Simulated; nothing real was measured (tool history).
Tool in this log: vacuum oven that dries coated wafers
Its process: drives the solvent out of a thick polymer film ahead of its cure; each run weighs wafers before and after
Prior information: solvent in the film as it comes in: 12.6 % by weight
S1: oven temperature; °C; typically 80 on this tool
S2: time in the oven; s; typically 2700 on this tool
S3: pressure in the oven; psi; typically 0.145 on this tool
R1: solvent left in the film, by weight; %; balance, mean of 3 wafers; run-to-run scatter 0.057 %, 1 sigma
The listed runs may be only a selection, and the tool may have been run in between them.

{"run": 1, "hour": 0.0, "S1": 80, "S2": 2700, "S3": 0.145, "R1": 2.82}
{"run": 2, "hour": 38.9, "S1": 80, "S2": 2700, "S3": 0.145, "R1": 2.97}
{"run": 3, "hour": 77.9, "S1": 80, "S2": 2700, "S3": 0.145, "R1": 2.83}
{"run": 4, "hour": 100.7, "S1": 80, "S2": 2700, "S3": 0.145, "R1": 2.8}
{"run": 5, "hour": 128.6, "S1": 80, "S2": 2700, "S3": 0.145, "R1": 2.89}
{"run": 6, "hour": 156.6, "S1": 80, "S2": 2700, "S3": 0.145, "R1": 2.71}
{"run": 7, "hour": 197.4, "S1": 80, "S2": 2700, "S3": 0.145, "R1": 2.89}
{"run": 8, "hour": 238.9, "S1": 80, "S2": 2700, "S3": 0.145, "R1": 2.85}
{"run": 9, "hour": 268.0, "S1": 80, "S2": 2700, "S3": 0.145, "R1": 2.83}
{"run": 10, "hour": 316.3, "S1": 80, "S2": 2700, "S3": 0.145, "R1": 2.81}
{"run": 11, "hour": 351.7, "S1": 80, "S2": 2700, "S3": 0.145, "R1": 2.87}
{"run": 12, "hour": 387.7, "S1": 80, "S2": 2700, "S3": 0.119, "R1": 2.45}
{"run": 13, "hour": 434.0, "S1": 87, "S2": 2700, "S3": 0.119, "R1": 1.56}
{"run": 14, "hour": 479.6, "S1": 80, "S2": 2700, "S3": 0.145, "R1": 2.8}
{"run": 15, "hour": 515.7, "S1": 80, "S2": 2700, "S3": 0.145, "R1": 2.85}
{"run": 16, "hour": 540.7, "S1": 80, "S2": 2700, "S3": 0.145, "R1": 2.9}
{"hour": 585.3, "done": "oven's thermocouples calibrated"}
{"run": 17, "hour": 588.3, "S1": 80, "S2": 3960, "S3": 0.145, "R1": 2.46}
{"run": 18, "hour": 616.4, "S1": 80, "S2": 3960, "S3": 0.145, "R1": 2.4}
{"run": 19, "hour": 639.2, "S1": 80, "S2": 2700, "S3": 0.145, "R1": 2.76}
{"run": 20, "hour": 673.9, "S1": 80, "S2": 2700, "S3": 0.145, "R1": 2.94}
{"run": 21, "hour": 715.8, "S1": 72, "S2": 3360, "S3": 0.145, "R1": 4.22}

Run 22 is up next; what results do you expect?
{"run": 22, "hour": 757.1, "S1": 82, "S2": 3000, "S3": 0.104, "R1": "?"}

Run 22 came out at R1 1.90 %.
The same run, on a tool lacking any hidden state, would have yielded R1 1.88 %.
